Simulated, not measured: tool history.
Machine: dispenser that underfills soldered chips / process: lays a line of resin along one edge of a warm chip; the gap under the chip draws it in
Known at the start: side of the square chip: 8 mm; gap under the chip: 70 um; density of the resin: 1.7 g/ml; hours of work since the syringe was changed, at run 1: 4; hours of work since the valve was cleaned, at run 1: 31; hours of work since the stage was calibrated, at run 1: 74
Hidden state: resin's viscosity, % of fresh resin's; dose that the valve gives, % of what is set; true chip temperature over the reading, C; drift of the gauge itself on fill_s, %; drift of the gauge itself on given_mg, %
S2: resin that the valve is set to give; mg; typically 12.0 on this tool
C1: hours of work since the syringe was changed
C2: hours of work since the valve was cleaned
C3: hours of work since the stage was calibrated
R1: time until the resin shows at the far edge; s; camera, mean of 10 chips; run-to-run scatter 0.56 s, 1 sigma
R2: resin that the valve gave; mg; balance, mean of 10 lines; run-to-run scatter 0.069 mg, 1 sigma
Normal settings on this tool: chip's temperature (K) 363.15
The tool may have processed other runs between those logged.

Run 1, hour 0.0: usual settings; C1 4; C2 31; C3 74. Result: R1 58.3 s, R2 11.64 mg.
At hour 5.8: new syringe of resin.
Run 2, hour 10.9: usual settings; C1 4; C2 39; C3 83. Result: R1 56.0 s, R2 11.66 mg.
At hour 18.2: new syringe of resin.
Run 3, hour 24.6: usual settings; C1 5; C2 49; C3 93. Result: R1 58.2 s, R2 11.63 mg.
At hour 30.6: new syringe of resin.
Run 4, hour 35.8: usual settings; C1 4; C2 58; C3 102. Result: R1 55.6 s, R2 11.41 mg.
At hour 41.3: dispensing valve cleaned and set on the balance.
Run 5, hour 42.7: usual settings but chip's temperature (K) 360.15; C1 9; C2 1; C3 106. Result: R1 74.8 s, R2 11.97 mg.
At hour 44.0: new syringe of resin.
Run 6, hour 48.6: usual settings but chip's temperature (K) 372.15; C1 4; C2 5; C3 111. Result: R1 39.9 s, R2 11.97 mg.
At hour 56.4: new syringe of resin.
Run 7, hour 58.6: usual settings; C1 2; C2 13; C3 118. Result: R1 50.3 s, R2 11.86 mg.
At hour 68.7: new syringe of resin.
Run 8, hour 71.7: usual settings; C1 2; C2 23; C3 128. Result: R1 52.9 s, R2 11.83 mg.
Run 9, hour 78.8: usual settings but chip's temperature (K) 354.15; C1 8; C2 29; C3 134. Result: R1 93.3 s, R2 11.61 mg.
At hour 80.8: new syringe of resin.
Run 10, hour 85.6: usual settings but chip's temperature (K) 354.15; C1 4; C2 34; C3 139. Result: R1 77.3 s, R2 11.57 mg.
Run 11, hour 91.7: usual settings but chip's temperature (K) 354.15; C1 8; C2 38; C3 143. Result: R1 93.8 s, R2 11.62 mg.
At hour 92.8: new syringe of resin.
At hour 104.5: new syringe of resin.
Run 12, hour 104.9: usual settings but chip's temperature (K) 354.15; C1 0; C2 48; C3 153. Result: R1 66.1 s, R2 11.53 mg.
Run 13, hour 113.6: usual settings but chip's temperature (K) 354.15; C1 7; C2 55; C3 160. Result: R1 88.0 s, R2 11.39 mg.
At hour 117.2: new syringe of resin.
At hour 123.3: dispensing valve cleaned and set on the balance.
Run 14, hour 128.1: usual settings; C1 8; C2 4; C3 170. Result: R1 65.0 s, R2 11.93 mg.
At hour 130.1: new syringe of resin.
Run 15, hour 137.7: usual settings but chip's temperature (K) 362.15; C1 6; C2 11; C3 178. Result: R1 63.5 s, R2 11.89 mg.
At hour 142.4: new syringe of resin.
Run 16, hour 144.9: usual settings but chip's temperature (K) 362.15; C1 2; C2 16; C3 183. Result: R1 53.4 s, R2 11.79 mg.
Run 17, hour 151.8: usual settings; C1 7; C2 22; C3 188. Result: R1 63.5 s, R2 11.75 mg.
At hour 153.9: new syringe of resin.
Run 18, hour 164.0: usual settings; C1 8; C2 31; C3 197. Result: R1 65.5 s, R2 11.57 mg.
At hour 165.7: new syringe of resin.
Run 19, hour 171.2: usual settings but chip's temperature (K) 370.15, S2 15.3 mg; C1 4; C2 36; C3 203. Result: R1 45.5 s, R2 14.70 mg.
Run 20, hour 176.7: usual settings but chip's temperature (K) 356.15, S2 12.9 mg; C1 9; C2 41; C3 207. Result: R1 86.7 s, R2 12.44 mg.
At hour 177.9: new syringe of resin.
Run 21, hour 186.9: usual settings but chip's temperature (K) 358.15, S2 14.5 mg; C1 7; C2 48; C3 215. Result: R1 74.3 s, R2 13.92 mg.
At hour 189.9: new syringe of resin.
Run 22, hour 200.1: usual settings but chip's temperature (K) 358.15, S2 14.5 mg; C1 8; C2 58; C3 225. Result: R1 77.7 s, R2 13.73 mg.
At hour 201.5: new syringe of resin.
At hour 206.2: dispensing valve cleaned and set on the balance.
Run 23, hour 208.7: usual settings but chip's temperature (K) 358.15, S2 14.5 mg; C1 5; C2 2; C3 231. Result: R1 67.6 s, R2 14.45 mg.
At hour 214.7: new syringe of resin.
Run 24, hour 221.3: usual settings but chip's temperature (K) 355.15, S2 14.6 mg; C1 5; C2 12; C3 240. Result: R1 76.9 s, R2 14.44 mg.
At hour 227.3: new syringe of resin.
Run 25, hour 230.9: usual settings but chip's temperature (K) 378.15, S2 13.8 mg; C1 3; C2 19; C3 247. Result: R1 31.2 s, R2 13.47 mg.
At hour 240.0: new syringe of resin.
Run 26, hour 241.2: usual settings but chip's temperature (K) 378.15, S2 13.8 mg; C1 1; C2 27; C3 255. Result: R1 28.9 s, R2 13.47 mg.
At hour 252.3: new syringe of resin.
Run 27, hour 254.6: usual settings but chip's temperature (K) 361.15, S2 10.5 mg; C1 2; C2 37; C3 265. Result: R1 58.3 s, R2 10.12 mg.
Run 28, hour 260.3: usual settings but S2 13.1 mg; C1 6; C2 41; C3 270. Result: R1 62.5 s, R2 12.65 mg.
At hour 264.0: new syringe of resin.
Run 29, hour 268.1: usual settings but chip's temperature (K) 373.15, S2 15.2 mg; C1 3; C2 47; C3 276. Result: R1 37.1 s, R2 14.61 mg.
At hour 275.8: new syringe of resin.
Run 30, hour 278.2: usual settings but chip's temperature (K) 373.15, S2 15.2 mg; C1 2; C2 55; C3 283. Result: R1 35.4 s, R2 14.50 mg.
At hour 287.9: dispensing valve cleaned and set on the balance.
At hour 289.2: new syringe of resin.
Run 31, hour 289.2: usual settings but chip's temperature (K) 373.15, S2 15.2 mg; C1 0; C2 1; C3 291. Result: R1 32.0 s, R2 15.28 mg.
Run 32, hour 296.4: usual settings but chip's temperature (K) 373.15, S2 15.2 mg; C1 6; C2 6; C3 296. Result: R1 40.6 s, R2 15.30 mg.
At hour 301.4: new syringe of resin.
Run 33, hour 309.8: usual settings but chip's temperature (K) 374.15, S2 14.3 mg; C1 7; C2 17; C3 307. Result: R1 40.9 s, R2 14.30 mg.
At hour 313.0: new syringe of resin.
Run 34, hour 320.2: usual settings but chip's temperature (K) 355.15, S2 11.1 mg; C1 6; C2 24; C3 314. Result: R1 79.8 s, R2 10.82 mg.

Predict each of these 3 candidate next runs independently; none follows another, all start after run 34:
At hour 324.6: new syringe of resin.
Run A, hour 326.6: usual settings but chip's temperature (K) 371.15, S2 13.1 mg; C1 2; C2 29; C3 319. Result: R1 ?, R2 ?.
At hour 324.6: new syringe of resin.
Run B, hour 326.6: usual settings but chip's temperature (K) 364.15, S2 11.3 mg; C1 2; C2 29; C3 319. Result: R1 ?, R2 ?.
At hour 324.6: new syringe of resin.
Run C, hour 326.6: usual settings but chip's temperature (K) 368.15, S2 13.1 mg; C1 2; C2 29; C3 319. Result: R1 ?, R2 ?.

run    R1     R2
  A  37.0  12.72
  B  50.4  10.97
  C  41.4  12.75
Without the tool's unlogged condition, the same runs would have read:
run    R1     R2
  A  35.2  13.04
  B  47.9  11.26
  C  39.4  13.07

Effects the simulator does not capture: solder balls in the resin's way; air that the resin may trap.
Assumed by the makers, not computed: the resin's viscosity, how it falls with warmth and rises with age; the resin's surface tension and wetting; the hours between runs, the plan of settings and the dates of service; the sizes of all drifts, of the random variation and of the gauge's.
